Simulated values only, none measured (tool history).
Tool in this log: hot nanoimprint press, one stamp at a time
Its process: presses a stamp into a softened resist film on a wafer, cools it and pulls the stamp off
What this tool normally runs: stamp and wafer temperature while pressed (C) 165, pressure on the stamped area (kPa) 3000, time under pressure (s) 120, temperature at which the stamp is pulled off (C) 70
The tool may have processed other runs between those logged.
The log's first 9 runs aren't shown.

run,day,stamp and wafer temperature while pressed (C),pressure on the stamped area (kPa),time under pressure (s),temperature at which the stamp is pulled off (C),hours of work since the thermocouple was calibrated,imprints on the stamp's release coat,hours of work since the press's seals were changed,resist left under the stamp's widest pad (angstrom),greatest force while the stamp is pulled off (N)
10,5.338,165,3000,120,70,436,616,533,1390,261
11,5.950,165,3000,120,70,444,644,541,1389,258
# day 6.442: stamp cleaned and given a new release coat
12,7.129,165,3000,120,70,458,32,555,1390,213
13,7.650,165,3000,120,70,465,56,562,1380,206
14,8.404,165,3000,120,70,476,91,573,1378,214
15,8.817,165,3000,88,70,482,111,579,1539,213
16,9.658,165,3760,88,70,494,150,591,1446,211
# day 10.196: plate thermocouple calibrated
17,10.196,176,3760,70,70,0,169,597,1003,229
18,10.950,171,4490,197,70,11,204,608,751,233
19,11.546,169,2110,97,64,19,232,616,1478,242
20,12.458,163,2270,129,65,32,274,629,1662,243
21,13.379,163,2270,129,65,45,317,642,1685,233
22,14.158,166,3000,86,64,57,353,654,1534,247
23,14.550,169,3000,120,70,62,371,659,1207,242
24,15.067,172,2170,140,72,70,395,667,1122,246

What will run 25 give?
25,15.729,172,2170,140,72,79,426,676,?,?

resist left under the stamp's widest pad (angstrom): 1120
greatest force while the stamp is pulled off (N): 240
The same run, on a tool lacking any hidden state, would have yielded resist left under the stamp's widest pad (angstrom) 1111, greatest force while the stamp is pulled off (N) 203.
